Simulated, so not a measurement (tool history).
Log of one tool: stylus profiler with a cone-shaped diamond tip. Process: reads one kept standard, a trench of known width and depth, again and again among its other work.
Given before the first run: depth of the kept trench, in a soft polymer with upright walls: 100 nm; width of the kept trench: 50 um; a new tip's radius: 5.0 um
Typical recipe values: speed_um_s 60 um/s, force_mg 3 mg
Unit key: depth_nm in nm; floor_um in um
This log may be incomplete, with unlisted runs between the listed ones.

| run | day | speed_um_s | force_mg | depth_nm | floor_um |
|---|---|---|---|---|---|
| 1 | 0 | 60 | 3 | 101.98 | 47.63 |
| 2 | 0.388 | 60 | 3 | 101.99 | 47.63 |
| 3 | 1.029 | 60 | 3 | 101.98 | 47.64 |
| 4 | 1.571 | 60 | 3 | 101.98 | 47.69 |
| 5 | 2.246 | 60 | 3 | 101.99 | 47.7 |
| 6 | 2.725 | 60 | 3 | 101.99 | 47.64 |
| 7 | 3.046 | 65 | 3 | 101.99 | 47.62 |
| 8 | 3.667 | 60 | 3 | 101.99 | 47.71 |
| 9 | 4.342 | 60 | 3 | 102 | 47.64 |
| 10 | 4.762 | 60 | 3 | 102 | 47.62 |
| 11 | 5.404 | 60 | 3 | 101.98 | 47.66 |
| 12 | 5.958 | 45 | 1.7 | 101.36 | 47.62 |

For run 13, what comes out?
| 13 | 6.367 | 17 | 6.24 | ? | ? |

Run 13 yielded depth_nm 103.26 nm, floor_um 47.91 um.
Had the tool carried no hidden state, the very same run would have given depth_nm 103.26 nm, floor_um 47.91 um.
